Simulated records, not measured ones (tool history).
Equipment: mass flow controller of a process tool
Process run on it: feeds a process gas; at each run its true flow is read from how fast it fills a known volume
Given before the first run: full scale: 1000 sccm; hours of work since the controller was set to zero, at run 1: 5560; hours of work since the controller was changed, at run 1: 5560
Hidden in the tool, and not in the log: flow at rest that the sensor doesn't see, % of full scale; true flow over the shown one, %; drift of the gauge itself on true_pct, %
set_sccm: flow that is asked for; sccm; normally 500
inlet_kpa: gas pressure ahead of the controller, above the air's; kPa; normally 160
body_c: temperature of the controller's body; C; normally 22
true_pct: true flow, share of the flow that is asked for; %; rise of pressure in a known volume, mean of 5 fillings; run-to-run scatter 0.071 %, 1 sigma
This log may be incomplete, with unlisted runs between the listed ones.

run    hour  set_sccm  inlet_kpa  body_c  hours of work since the controller was set to zero  hours of work since the controller was changed  true_pct
  1     0.0       500        160      22                                                5560                                            5560    103.24
  2   377.8       500        160      22                                                5746                                            5746    103.41
  3   670.1       500        160      22                                                5890                                            5890    103.45
  4  1072.1       500        160      22                                                6088                                            6088    103.53
  5  1548.7       500        160      22                                                6323                                            6323    103.82
  6  1759.4       500        160      22                                                6427                                            6427    103.74
  7  2013.8       500        160      22                                                6552                                            6552    103.88
  8  2372.8       500        160      22                                                6728                                            6728    103.92
     2408.5  -- controller's zero set anew
  9  2595.4       500        160      22                                                  92                                            6838    104.17
 10  3049.9       543        174      27                                                 316                                            7062    103.83
 11  3361.5       543        174      27                                                 469                                            7215    103.89
     3476.4  -- controller's zero set anew, once more
 12  3760.6       307        271      21                                                 140                                            7411    101.69
 13  4149.9       182        271      21                                                 332                                            7603    101.98
 14  4591.1       112        156      29                                                 549                                            7820    102.49
 15  5003.2       112        205      35                                                 752                                            8023    102.22
 16  5405.6       500        180      22                                                 950                                            8221    102.52

What if the next run were any one of these 3? Each begins from the tool's condition after run 16:
  A  5847.4       500        165      35                                                1167                                            8438         ?
  B  5847.4       500        148      22                                                1167                                            8438         ?
  C  5847.4       184        180      22                                                1167                                            8438         ?

run  true_pct
  A    102.00
  B    102.92
  C    103.22
Without the tool's hidden state the same runs would have given:
run  true_pct
  A     99.40
  B    100.33
  C     99.93

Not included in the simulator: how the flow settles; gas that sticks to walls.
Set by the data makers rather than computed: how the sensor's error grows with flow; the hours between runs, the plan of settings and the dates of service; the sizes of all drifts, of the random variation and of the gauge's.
